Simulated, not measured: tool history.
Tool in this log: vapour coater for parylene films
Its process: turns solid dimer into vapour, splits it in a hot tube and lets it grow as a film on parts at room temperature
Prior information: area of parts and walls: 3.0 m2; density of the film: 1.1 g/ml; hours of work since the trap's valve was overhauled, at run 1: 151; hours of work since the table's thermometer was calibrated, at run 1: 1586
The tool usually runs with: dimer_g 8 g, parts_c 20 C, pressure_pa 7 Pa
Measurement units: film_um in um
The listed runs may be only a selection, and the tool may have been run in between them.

run     day  dimer_g  parts_c  pressure_pa  hours of work since the trap's valve was overhauled  hours of work since the table's thermometer was calibrated  film_um
  1       0        8       20            7                                                  151                                                        1586     1.44
  2   1.792        8       20         7.61                                                  186                                                        1621    1.421
  3   2.792        8       20         7.61                                                  205                                                        1640    1.423
  4   3.925        7       20            7                                                  227                                                        1662    1.243
  5   6.108        7       20            7                                                  270                                                        1704    1.242
  6   7.025        7       20            7                                                  287                                                        1722     1.23
  7   8.525        7       20            7                                                  316                                                        1751    1.233
  8   9.575        8       24            7                                                  337                                                        1771    1.213
  9  10.729        8       20            7                                                  359                                                        1793    1.407
 10  12.262        8       20            7                                                  388                                                        1823    1.416
 11  13.792        8       20            7                                                  418                                                        1853    1.397
 12  15.242       10       20         7.45                                                  446                                                        1881    1.754
 13   17.15       10       20         7.45                                                  483                                                        1917    1.744
     17.704  -- table's thermometer calibrated
 14  18.404       10       13         7.08                                                  506                                                          14     2.29
 15  20.571        7       18         5.78                                                  548                                                          55    1.341
 16  22.558        7       18         5.78                                                  587                                                          94    1.342
 17    24.7       10       13            7                                                  628                                                         135    2.287
 18  25.658        8       20         4.39                                                  647                                                         154    1.437
     26.608  -- trap's valve overhauled
 19  27.188        4       20         4.39                                                   11                                                         180    0.718
 20  28.242        4       20         4.39                                                   32                                                         200    0.723

Selected run-to-run steps in film_um, each split into two signed amounts: the part the tool would show with no hidden state at all (from settings, incoming material and random variation), and the remainder, which goes to the hidden state together with any gauge scatter not common to the measured and the hidden-state-free results:
Hidden conditions of the tool in this case: vapour lost through the trap's worn valve, %; true temperature of the parts over the reading, C; drift of the gauge itself on film_um, %.
Run 14 -> 15: dimer_g 10 -> 7, parts_c 13 -> 18, pressure_pa 7.08 -> 5.78. film_um -0.949 um: hidden state +0.014, all else -0.963.
Run 16 -> 17: dimer_g 7 -> 10, parts_c 18 -> 13, pressure_pa 5.78 -> 7. film_um +0.945 um: hidden state -0.024, all else +0.969.
Run 17 -> 18: dimer_g 10 -> 8, parts_c 13 -> 20, pressure_pa 7 -> 4.39. film_um -0.85 um: hidden state +0.018, all else -0.868.
